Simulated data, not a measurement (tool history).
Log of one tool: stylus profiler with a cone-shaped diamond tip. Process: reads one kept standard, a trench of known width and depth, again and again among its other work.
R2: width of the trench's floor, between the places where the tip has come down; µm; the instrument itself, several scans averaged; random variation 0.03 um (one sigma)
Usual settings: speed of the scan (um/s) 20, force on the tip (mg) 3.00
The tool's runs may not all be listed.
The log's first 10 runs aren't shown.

{"run": 11, "hour": 750.9, "speed of the scan (um/s)": 20, "force on the tip (mg)": 1.94, "depth of the trench (Å)": 1007.6, "R2": 18.7}
{"hour": 776.9, "done": "height scale calibrated on a step standard"}
{"hour": 823.4, "done": "new tip fitted, height scale calibrated"}
{"run": 12, "hour": 835.9, "speed of the scan (um/s)": 20, "force on the tip (mg)": 1.94, "depth of the trench (Å)": 1007.7, "R2": 18.68}
{"run": 13, "hour": 893.9, "speed of the scan (um/s)": 20, "force on the tip (mg)": 3.0, "depth of the trench (Å)": 1010.3, "R2": 18.69}
{"run": 14, "hour": 951.2, "speed of the scan (um/s)": 20, "force on the tip (mg)": 3.0, "depth of the trench (Å)": 1009.9, "R2": 18.72}
{"run": 15, "hour": 991.9, "speed of the scan (um/s)": 20, "force on the tip (mg)": 3.0, "depth of the trench (Å)": 1010.3, "R2": 18.67}
{"run": 16, "hour": 1080.2, "speed of the scan (um/s)": 45, "force on the tip (mg)": 8.88, "depth of the trench (Å)": 1020.8, "R2": 18.68}
{"run": 17, "hour": 1173.1, "speed of the scan (um/s)": 45, "force on the tip (mg)": 8.88, "depth of the trench (Å)": 1020.8, "R2": 18.69}
{"run": 18, "hour": 1226.7, "speed of the scan (um/s)": 51, "force on the tip (mg)": 3.49, "depth of the trench (Å)": 1011.0, "R2": 18.58}
{"run": 19, "hour": 1315.9, "speed of the scan (um/s)": 10, "force on the tip (mg)": 2.11, "depth of the trench (Å)": 1007.9, "R2": 18.71}
{"run": 20, "hour": 1374.1, "speed of the scan (um/s)": 5, "force on the tip (mg)": 7.97, "depth of the trench (Å)": 1019.3, "R2": 18.74}
{"run": 21, "hour": 1447.2, "speed of the scan (um/s)": 5, "force on the tip (mg)": 1.05, "depth of the trench (Å)": 1005.0, "R2": 18.72}
{"run": 22, "hour": 1525.6, "speed of the scan (um/s)": 43, "force on the tip (mg)": 1.48, "depth of the trench (Å)": 1006.3, "R2": 18.59}
{"run": 23, "hour": 1600.7, "speed of the scan (um/s)": 76, "force on the tip (mg)": 8.42, "depth of the trench (Å)": 1020.4, "R2": 18.59}
{"run": 24, "hour": 1694.5, "speed of the scan (um/s)": 38, "force on the tip (mg)": 1.73, "depth of the trench (Å)": 1006.9, "R2": 18.59}
{"run": 25, "hour": 1734.4, "speed of the scan (um/s)": 35, "force on the tip (mg)": 1.12, "depth of the trench (Å)": 1005.2, "R2": 18.57}

Run 26 comes next. What will it give?
{"run": 26, "hour": 1774.1, "speed of the scan (um/s)": 6, "force on the tip (mg)": 1.69, "depth of the trench (Å)": "?", "R2": "?"}

{"run 26": {"depth of the trench (Å)": 1006.9, "R2": 18.72}}
Without the tool's hidden state the same run would have given depth of the trench (Å) 1006.9, R2 18.74 µm.
